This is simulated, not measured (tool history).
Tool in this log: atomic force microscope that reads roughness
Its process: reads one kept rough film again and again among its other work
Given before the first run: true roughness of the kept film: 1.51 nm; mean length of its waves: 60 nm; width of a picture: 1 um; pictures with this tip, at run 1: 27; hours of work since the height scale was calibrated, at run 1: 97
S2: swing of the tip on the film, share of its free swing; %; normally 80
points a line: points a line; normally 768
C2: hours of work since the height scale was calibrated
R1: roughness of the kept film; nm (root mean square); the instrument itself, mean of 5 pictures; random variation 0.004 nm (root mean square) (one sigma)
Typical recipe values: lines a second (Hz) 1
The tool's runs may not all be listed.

{"run": 1, "day": 0.0, "lines a second (Hz)": 1, "S2": 80, "points a line": 768, "pictures with this tip": 27, "C2": 97, "R1": 1.43}
{"run": 2, "day": 0.667, "lines a second (Hz)": 1, "S2": 80, "points a line": 768, "pictures with this tip": 50, "C2": 110, "R1": 1.421}
{"run": 3, "day": 1.046, "lines a second (Hz)": 1, "S2": 80, "points a line": 768, "pictures with this tip": 64, "C2": 117, "R1": 1.409}
{"run": 4, "day": 1.788, "lines a second (Hz)": 1, "S2": 80, "points a line": 768, "pictures with this tip": 90, "C2": 131, "R1": 1.413}
{"run": 5, "day": 2.312, "lines a second (Hz)": 0.9, "S2": 80, "points a line": 768, "pictures with this tip": 108, "C2": 141, "R1": 1.424}
{"run": 6, "day": 2.692, "lines a second (Hz)": 0.9, "S2": 80, "points a line": 768, "pictures with this tip": 122, "C2": 148, "R1": 1.417}
{"run": 7, "day": 3.438, "lines a second (Hz)": 0.9, "S2": 80, "points a line": 768, "pictures with this tip": 148, "C2": 162, "R1": 1.414}
{"run": 8, "day": 4.171, "lines a second (Hz)": 0.9, "S2": 80, "points a line": 768, "pictures with this tip": 174, "C2": 176, "R1": 1.412}
{"day": 4.254, "done": "height scale calibrated on a step standard"}
{"run": 9, "day": 5.017, "lines a second (Hz)": 1, "S2": 80, "points a line": 768, "pictures with this tip": 203, "C2": 14, "R1": 1.409}
{"run": 10, "day": 5.4, "lines a second (Hz)": 1, "S2": 80, "points a line": 768, "pictures with this tip": 216, "C2": 22, "R1": 1.403}
{"run": 11, "day": 6.012, "lines a second (Hz)": 1, "S2": 80, "points a line": 768, "pictures with this tip": 238, "C2": 33, "R1": 1.399}
{"run": 12, "day": 6.633, "lines a second (Hz)": 1, "S2": 80, "points a line": 768, "pictures with this tip": 259, "C2": 45, "R1": 1.395}
{"run": 13, "day": 7.021, "lines a second (Hz)": 1, "S2": 80, "points a line": 768, "pictures with this tip": 273, "C2": 52, "R1": 1.396}
{"run": 14, "day": 7.571, "lines a second (Hz)": 1, "S2": 70, "points a line": 305, "pictures with this tip": 293, "C2": 63, "R1": 1.42}
{"day": 7.971, "done": "height scale calibrated on a step standard, once more"}
{"run": 15, "day": 8.008, "lines a second (Hz)": 1.53, "S2": 56, "points a line": 901, "pictures with this tip": 307, "C2": 1, "R1": 1.432}
{"run": 16, "day": 8.55, "lines a second (Hz)": 1.53, "S2": 56, "points a line": 901, "pictures with this tip": 326, "C2": 11, "R1": 1.428}
{"run": 17, "day": 9.088, "lines a second (Hz)": 1, "S2": 56, "points a line": 912, "pictures with this tip": 345, "C2": 21, "R1": 1.432}
{"run": 18, "day": 9.725, "lines a second (Hz)": 1, "S2": 86, "points a line": 475, "pictures with this tip": 367, "C2": 33, "R1": 1.365}
{"day": 9.854, "done": "new tip fitted"}
{"run": 19, "day": 10.279, "lines a second (Hz)": 1, "S2": 56, "points a line": 964, "pictures with this tip": 15, "C2": 43, "R1": 1.479}
{"run": 20, "day": 10.771, "lines a second (Hz)": 1, "S2": 57, "points a line": 964, "pictures with this tip": 32, "C2": 53, "R1": 1.473}
{"run": 21, "day": 11.167, "lines a second (Hz)": 1, "S2": 57, "points a line": 964, "pictures with this tip": 46, "C2": 60, "R1": 1.471}
{"run": 22, "day": 11.829, "lines a second (Hz)": 2.88, "S2": 86, "points a line": 705, "pictures with this tip": 70, "C2": 73, "R1": 1.25}
{"run": 23, "day": 12.654, "lines a second (Hz)": 2.88, "S2": 86, "points a line": 705, "pictures with this tip": 99, "C2": 88, "R1": 1.247}
{"run": 24, "day": 13.033, "lines a second (Hz)": 1, "S2": 56, "points a line": 768, "pictures with this tip": 112, "C2": 95, "R1": 1.463}

3 options for the next run, each taken on its own from the tool as it stands now. Forecast them:
{"run": "A", "day": 13.55, "lines a second (Hz)": 1.02, "S2": 56, "points a line": 692, "pictures with this tip": 130, "C2": 105, "R1": "?"}
{"run": "B", "day": 13.55, "lines a second (Hz)": 0.54, "S2": 56, "points a line": 694, "pictures with this tip": 130, "C2": 105, "R1": "?"}
{"run": "C", "day": 13.55, "lines a second (Hz)": 2.04, "S2": 83, "points a line": 449, "pictures with this tip": 130, "C2": 105, "R1": "?"}

run=A R1=1.455
run=B R1=1.462
run=C R1=1.325
With the hidden condition removed and each run's random variation left untouched, the same runs would have given:
run=A R1=1.471
run=B R1=1.478
run=C R1=1.339
